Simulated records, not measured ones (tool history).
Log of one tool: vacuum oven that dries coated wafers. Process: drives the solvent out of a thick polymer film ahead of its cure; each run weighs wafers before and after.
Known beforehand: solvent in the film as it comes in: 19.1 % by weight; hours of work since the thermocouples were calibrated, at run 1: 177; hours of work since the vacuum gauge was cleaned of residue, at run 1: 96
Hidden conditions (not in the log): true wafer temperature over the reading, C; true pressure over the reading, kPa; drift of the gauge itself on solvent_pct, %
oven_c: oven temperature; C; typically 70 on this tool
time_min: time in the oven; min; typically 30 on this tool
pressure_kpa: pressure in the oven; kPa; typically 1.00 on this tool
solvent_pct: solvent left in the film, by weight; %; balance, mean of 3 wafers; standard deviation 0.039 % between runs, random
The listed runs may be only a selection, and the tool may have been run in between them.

run	day	oven_c	time_min	pressure_kpa	hours of work since the thermocouples were calibrated	hours of work since the vacuum gauge was cleaned of residue	solvent_pct
1	0.000	70	30	1.00	177	96	1.60
2	0.425	70	30	1.00	181	100	1.58
3	0.788	70	30	0.56	184	104	1.42
4	1.496	70	30	0.56	192	111	1.35
5	2.162	70	30	1.87	198	117	1.91
6	2.762	70	30	1.87	204	123	1.97
7	3.417	70	42	1.00	211	130	0.84
8	4.104	70	42	1.00	218	137	0.86
9	4.738	70	42	1.00	224	143	0.77
10	5.167	61	25	3.91	228	147	7.47

Predict the results of run 11:
11	5.650	61	25	3.91	233	152	?

solvent_pct: 7.56 %
Minus the tool's unlogged condition, the same run would have read solvent_pct 7.11 %.
